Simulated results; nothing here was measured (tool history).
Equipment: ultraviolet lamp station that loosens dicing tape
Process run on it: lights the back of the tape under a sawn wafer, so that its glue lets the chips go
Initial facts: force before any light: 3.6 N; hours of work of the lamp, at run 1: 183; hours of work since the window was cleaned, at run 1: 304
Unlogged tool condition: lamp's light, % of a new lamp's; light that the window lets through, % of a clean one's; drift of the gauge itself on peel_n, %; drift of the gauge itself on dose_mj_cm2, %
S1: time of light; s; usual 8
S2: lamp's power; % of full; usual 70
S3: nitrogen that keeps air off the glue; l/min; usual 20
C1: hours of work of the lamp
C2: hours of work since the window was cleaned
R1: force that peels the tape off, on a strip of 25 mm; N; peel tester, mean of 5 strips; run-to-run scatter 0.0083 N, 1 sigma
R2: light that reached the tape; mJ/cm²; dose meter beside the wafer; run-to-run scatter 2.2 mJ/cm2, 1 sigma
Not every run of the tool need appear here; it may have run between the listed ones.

{"run": 1, "hour": 0.0, "S1": 8, "S2": 70, "S3": 20, "C1": 183, "C2": 304, "R1": 0.35, "R2": 173}
{"run": 2, "hour": 8.6, "S1": 8, "S2": 70, "S3": 20, "C1": 189, "C2": 310, "R1": 0.351, "R2": 176}
{"run": 3, "hour": 15.1, "S1": 8, "S2": 70, "S3": 20, "C1": 193, "C2": 315, "R1": 0.385, "R2": 175}
{"run": 4, "hour": 20.8, "S1": 8, "S2": 70, "S3": 20, "C1": 197, "C2": 319, "R1": 0.361, "R2": 174}
{"run": 5, "hour": 25.1, "S1": 8, "S2": 70, "S3": 20, "C1": 200, "C2": 322, "R1": 0.358, "R2": 174}
{"run": 6, "hour": 30.5, "S1": 8, "S2": 70, "S3": 20, "C1": 204, "C2": 325, "R1": 0.377, "R2": 170}
{"run": 7, "hour": 34.9, "S1": 8, "S2": 70, "S3": 20, "C1": 207, "C2": 328, "R1": 0.366, "R2": 173}
{"run": 8, "hour": 41.1, "S1": 8, "S2": 70, "S3": 20, "C1": 211, "C2": 333, "R1": 0.366, "R2": 176}
{"run": 9, "hour": 47.2, "S1": 8, "S2": 70, "S3": 20, "C1": 215, "C2": 337, "R1": 0.37, "R2": 173}
{"run": 10, "hour": 52.7, "S1": 8, "S2": 70, "S3": 20, "C1": 219, "C2": 340, "R1": 0.365, "R2": 175}
{"run": 11, "hour": 61.5, "S1": 8, "S2": 70, "S3": 20, "C1": 225, "C2": 346, "R1": 0.381, "R2": 172}
{"run": 12, "hour": 66.3, "S1": 8, "S2": 69, "S3": 20, "C1": 228, "C2": 350, "R1": 0.381, "R2": 171}
{"run": 13, "hour": 75.2, "S1": 8, "S2": 70, "S3": 20, "C1": 234, "C2": 356, "R1": 0.389, "R2": 178}
{"run": 14, "hour": 82.0, "S1": 8, "S2": 61, "S3": 20, "C1": 239, "C2": 360, "R1": 0.472, "R2": 147}
{"run": 15, "hour": 86.9, "S1": 8, "S2": 61, "S3": 20, "C1": 242, "C2": 364, "R1": 0.482, "R2": 150}
{"run": 16, "hour": 95.6, "S1": 8, "S2": 66, "S3": 20, "C1": 248, "C2": 370, "R1": 0.407, "R2": 161}
{"run": 17, "hour": 104.1, "S1": 8, "S2": 66, "S3": 20, "C1": 254, "C2": 375, "R1": 0.403, "R2": 164}
{"run": 18, "hour": 108.3, "S1": 6, "S2": 70, "S3": 20, "C1": 257, "C2": 378, "R1": 0.628, "R2": 129}
{"run": 19, "hour": 112.6, "S1": 6, "S2": 70, "S3": 20, "C1": 260, "C2": 381, "R1": 0.579, "R2": 125}
{"run": 20, "hour": 116.5, "S1": 11, "S2": 70, "S3": 20, "C1": 262, "C2": 384, "R1": 0.249, "R2": 238}
{"run": 21, "hour": 123.5, "S1": 11, "S2": 70, "S3": 20, "C1": 267, "C2": 389, "R1": 0.253, "R2": 237}
{"run": 22, "hour": 130.2, "S1": 11, "S2": 70, "S3": 20, "C1": 272, "C2": 393, "R1": 0.257, "R2": 240}
{"run": 23, "hour": 136.3, "S1": 8, "S2": 65, "S3": 20, "C1": 276, "C2": 397, "R1": 0.417, "R2": 155}
{"run": 24, "hour": 142.6, "S1": 8, "S2": 65, "S3": 20, "C1": 280, "C2": 402, "R1": 0.433, "R2": 159}
{"run": 25, "hour": 148.5, "S1": 8, "S2": 65, "S3": 20, "C1": 284, "C2": 406, "R1": 0.434, "R2": 157}
{"run": 26, "hour": 154.1, "S1": 7, "S2": 62, "S3": 8, "C1": 288, "C2": 410, "R1": 0.85, "R2": 131}
{"run": 27, "hour": 158.0, "S1": 8, "S2": 70, "S3": 16, "C1": 291, "C2": 412, "R1": 0.429, "R2": 168}
{"run": 28, "hour": 163.2, "S1": 7, "S2": 73, "S3": 16, "C1": 294, "C2": 416, "R1": 0.476, "R2": 152}
{"run": 29, "hour": 171.4, "S1": 5, "S2": 99, "S3": 27, "C1": 300, "C2": 421, "R1": 0.439, "R2": 151}
{"run": 30, "hour": 180.1, "S1": 5, "S2": 99, "S3": 27, "C1": 306, "C2": 427, "R1": 0.413, "R2": 151}
{"run": 31, "hour": 184.5, "S1": 5, "S2": 99, "S3": 27, "C1": 309, "C2": 430, "R1": 0.422, "R2": 151}
{"run": 32, "hour": 190.1, "S1": 9, "S2": 90, "S3": 27, "C1": 313, "C2": 434, "R1": 0.228, "R2": 246}
{"run": 33, "hour": 199.1, "S1": 9, "S2": 90, "S3": 27, "C1": 319, "C2": 440, "R1": 0.223, "R2": 247}
{"run": 34, "hour": 207.4, "S1": 8, "S2": 79, "S3": 20, "C1": 324, "C2": 446, "R1": 0.305, "R2": 184}
{"run": 35, "hour": 212.8, "S1": 11, "S2": 70, "S3": 20, "C1": 328, "C2": 450, "R1": 0.259, "R2": 233}
{"run": 36, "hour": 217.0, "S1": 11, "S2": 70, "S3": 20, "C1": 331, "C2": 452, "R1": 0.26, "R2": 228}
{"run": 37, "hour": 224.3, "S1": 13, "S2": 70, "S3": 34, "C1": 336, "C2": 457, "R1": 0.21, "R2": 274}
{"run": 38, "hour": 229.8, "S1": 13, "S2": 88, "S3": 34, "C1": 340, "C2": 461, "R1": 0.188, "R2": 343}
{"run": 39, "hour": 235.3, "S1": 9, "S2": 70, "S3": 14, "C1": 343, "C2": 465, "R1": 0.37, "R2": 191}
{"run": 40, "hour": 239.4, "S1": 9, "S2": 70, "S3": 9, "C1": 346, "C2": 468, "R1": 0.467, "R2": 191}
{"run": 41, "hour": 243.6, "S1": 9, "S2": 89, "S3": 9, "C1": 349, "C2": 471, "R1": 0.322, "R2": 241}
{"run": 42, "hour": 251.5, "S1": 4, "S2": 78, "S3": 20, "C1": 354, "C2": 476, "R1": 0.933, "R2": 93}
{"run": 43, "hour": 255.5, "S1": 5, "S2": 70, "S3": 23, "C1": 357, "C2": 479, "R1": 0.771, "R2": 108}
{"run": 44, "hour": 263.4, "S1": 5, "S2": 70, "S3": 23, "C1": 363, "C2": 484, "R1": 0.749, "R2": 103}

Pick out some run-to-run changes in R1. Of each, how much would a tool without hidden state show as well, from the settings, what came in and chance, and how much is left for the hidden state and any gauge scatter not in both results compared?
Run 19 -> 20: S1 6 -> 11. R1 -0.33 N: hidden state -0.06, all else -0.27.
Run 25 -> 26: S1 8 -> 7, S2 65 -> 62, S3 20 -> 8. R1 +0.416 N: hidden state +0.052, all else +0.364.
Run 26 -> 27: S1 7 -> 8, S2 62 -> 70, S3 8 -> 16. R1 -0.421 N: hidden state -0.052, all else -0.369.
Run 38 -> 39: S1 13 -> 9, S2 88 -> 70, S3 34 -> 14. R1 +0.182 N: hidden state +0.062, all else +0.12.
Run 41 -> 42: S1 9 -> 4, S2 89 -> 78, S3 9 -> 20. R1 +0.611 N: hidden state +0.094, all else +0.517.
